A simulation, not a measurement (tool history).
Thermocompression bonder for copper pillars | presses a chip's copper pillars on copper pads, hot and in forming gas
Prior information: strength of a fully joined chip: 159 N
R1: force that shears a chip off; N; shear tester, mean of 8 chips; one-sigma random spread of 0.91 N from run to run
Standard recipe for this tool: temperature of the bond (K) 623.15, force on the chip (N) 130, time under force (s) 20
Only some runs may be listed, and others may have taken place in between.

{"run": 1, "hour": 0.0, "temperature of the bond (K)": 623.15, "force on the chip (N)": 130, "time under force (s)": 20, "R1": 67.8}
{"run": 2, "hour": 7.4, "temperature of the bond (K)": 623.15, "force on the chip (N)": 130, "time under force (s)": 20, "R1": 69.7}
{"run": 3, "hour": 15.3, "temperature of the bond (K)": 623.15, "force on the chip (N)": 130, "time under force (s)": 20, "R1": 66.9}
{"run": 4, "hour": 23.2, "temperature of the bond (K)": 623.15, "force on the chip (N)": 130, "time under force (s)": 20, "R1": 66.2}
{"run": 5, "hour": 30.5, "temperature of the bond (K)": 623.15, "force on the chip (N)": 130, "time under force (s)": 20, "R1": 66.8}
{"run": 6, "hour": 34.3, "temperature of the bond (K)": 623.15, "force on the chip (N)": 130, "time under force (s)": 20, "R1": 66.5}
{"run": 7, "hour": 39.2, "temperature of the bond (K)": 623.15, "force on the chip (N)": 130, "time under force (s)": 20, "R1": 66.3}
{"run": 8, "hour": 48.4, "temperature of the bond (K)": 623.15, "force on the chip (N)": 130, "time under force (s)": 20, "R1": 67.7}
{"run": 9, "hour": 56.2, "temperature of the bond (K)": 623.15, "force on the chip (N)": 130, "time under force (s)": 20, "R1": 66.8}
{"run": 10, "hour": 62.4, "temperature of the bond (K)": 623.15, "force on the chip (N)": 103, "time under force (s)": 20, "R1": 54.7}
{"run": 11, "hour": 67.3, "temperature of the bond (K)": 623.15, "force on the chip (N)": 103, "time under force (s)": 20, "R1": 54.4}
{"run": 12, "hour": 74.9, "temperature of the bond (K)": 623.15, "force on the chip (N)": 103, "time under force (s)": 20, "R1": 53.2}
{"run": 13, "hour": 80.4, "temperature of the bond (K)": 623.15, "force on the chip (N)": 103, "time under force (s)": 20, "R1": 52.9}
{"run": 14, "hour": 85.7, "temperature of the bond (K)": 623.15, "force on the chip (N)": 130, "time under force (s)": 20, "R1": 65.7}
{"run": 15, "hour": 93.7, "temperature of the bond (K)": 623.15, "force on the chip (N)": 130, "time under force (s)": 20, "R1": 66}
{"run": 16, "hour": 99.9, "temperature of the bond (K)": 623.15, "force on the chip (N)": 130, "time under force (s)": 20, "R1": 65.1}
{"run": 17, "hour": 105.7, "temperature of the bond (K)": 623.15, "force on the chip (N)": 130, "time under force (s)": 20, "R1": 65.2}
{"run": 18, "hour": 114.7, "temperature of the bond (K)": 623.15, "force on the chip (N)": 130, "time under force (s)": 20, "R1": 65.3}
{"run": 19, "hour": 123.8, "temperature of the bond (K)": 623.15, "force on the chip (N)": 130, "time under force (s)": 20, "R1": 64.5}
{"hour": 125.8, "done": "force cell calibrated"}
{"run": 20, "hour": 129.1, "temperature of the bond (K)": 623.15, "force on the chip (N)": 130, "time under force (s)": 20, "R1": 64.2}
{"run": 21, "hour": 136.4, "temperature of the bond (K)": 623.15, "force on the chip (N)": 130, "time under force (s)": 20, "R1": 64.6}
{"run": 22, "hour": 142.0, "temperature of the bond (K)": 623.15, "force on the chip (N)": 130, "time under force (s)": 20, "R1": 63.8}
{"run": 23, "hour": 147.4, "temperature of the bond (K)": 637.15, "force on the chip (N)": 126, "time under force (s)": 30, "R1": 83.9}
{"run": 24, "hour": 156.1, "temperature of the bond (K)": 636.15, "force on the chip (N)": 85, "time under force (s)": 15, "R1": 46.6}
{"run": 25, "hour": 160.5, "temperature of the bond (K)": 626.15, "force on the chip (N)": 119, "time under force (s)": 12, "R1": 52}
{"run": 26, "hour": 165.3, "temperature of the bond (K)": 626.15, "force on the chip (N)": 119, "time under force (s)": 12, "R1": 50.2}
{"hour": 168.9, "done": "force cell calibrated, once more"}
{"run": 27, "hour": 175.7, "temperature of the bond (K)": 641.15, "force on the chip (N)": 132, "time under force (s)": 50, "R1": 103.2}
{"run": 28, "hour": 180.1, "temperature of the bond (K)": 641.15, "force on the chip (N)": 92, "time under force (s)": 50, "R1": 79.8}
{"hour": 184.4, "done": "forming gas filter changed"}
{"run": 29, "hour": 186.0, "temperature of the bond (K)": 641.15, "force on the chip (N)": 92, "time under force (s)": 50, "R1": 89.8}
{"run": 30, "hour": 191.6, "temperature of the bond (K)": 641.15, "force on the chip (N)": 92, "time under force (s)": 50, "R1": 89.8}
{"run": 31, "hour": 200.5, "temperature of the bond (K)": 641.15, "force on the chip (N)": 92, "time under force (s)": 50, "R1": 88.9}
{"run": 32, "hour": 205.6, "temperature of the bond (K)": 641.15, "force on the chip (N)": 92, "time under force (s)": 50, "R1": 89.2}
{"run": 33, "hour": 210.2, "temperature of the bond (K)": 641.15, "force on the chip (N)": 157, "time under force (s)": 50, "R1": 123.7}
{"run": 34, "hour": 217.3, "temperature of the bond (K)": 618.15, "force on the chip (N)": 89, "time under force (s)": 59, "R1": 71.2}
{"run": 35, "hour": 225.8, "temperature of the bond (K)": 618.15, "force on the chip (N)": 89, "time under force (s)": 59, "R1": 70.9}
{"run": 36, "hour": 234.8, "temperature of the bond (K)": 641.15, "force on the chip (N)": 108, "time under force (s)": 20, "R1": 72.2}
{"run": 37, "hour": 239.0, "temperature of the bond (K)": 623.15, "force on the chip (N)": 171, "time under force (s)": 20, "R1": 85.2}
{"run": 38, "hour": 245.6, "temperature of the bond (K)": 650.15, "force on the chip (N)": 95, "time under force (s)": 20, "R1": 72.6}
{"run": 39, "hour": 254.1, "temperature of the bond (K)": 650.15, "force on the chip (N)": 95, "time under force (s)": 20, "R1": 70.5}

Each row is a separate what-if for the run after 39, all from the same tool condition, not one after another. Results?
{"run": "A", "hour": 260.0, "temperature of the bond (K)": 623.15, "force on the chip (N)": 130, "time under force (s)": 35, "R1": "?"}
{"run": "B", "hour": 260.0, "temperature of the bond (K)": 612.15, "force on the chip (N)": 168, "time under force (s)": 20, "R1": "?"}
{"run": "C", "hour": 260.0, "temperature of the bond (K)": 638.15, "force on the chip (N)": 116, "time under force (s)": 11, "R1": "?"}

run=A R1=81.6
run=B R1=73.2
run=C R1=59.1
The same runs, with their run-to-run variation unchanged, on a tool lacking any hidden condition would have given:
run=A R1=90.1
run=B R1=81.6
run=C R1=65.9
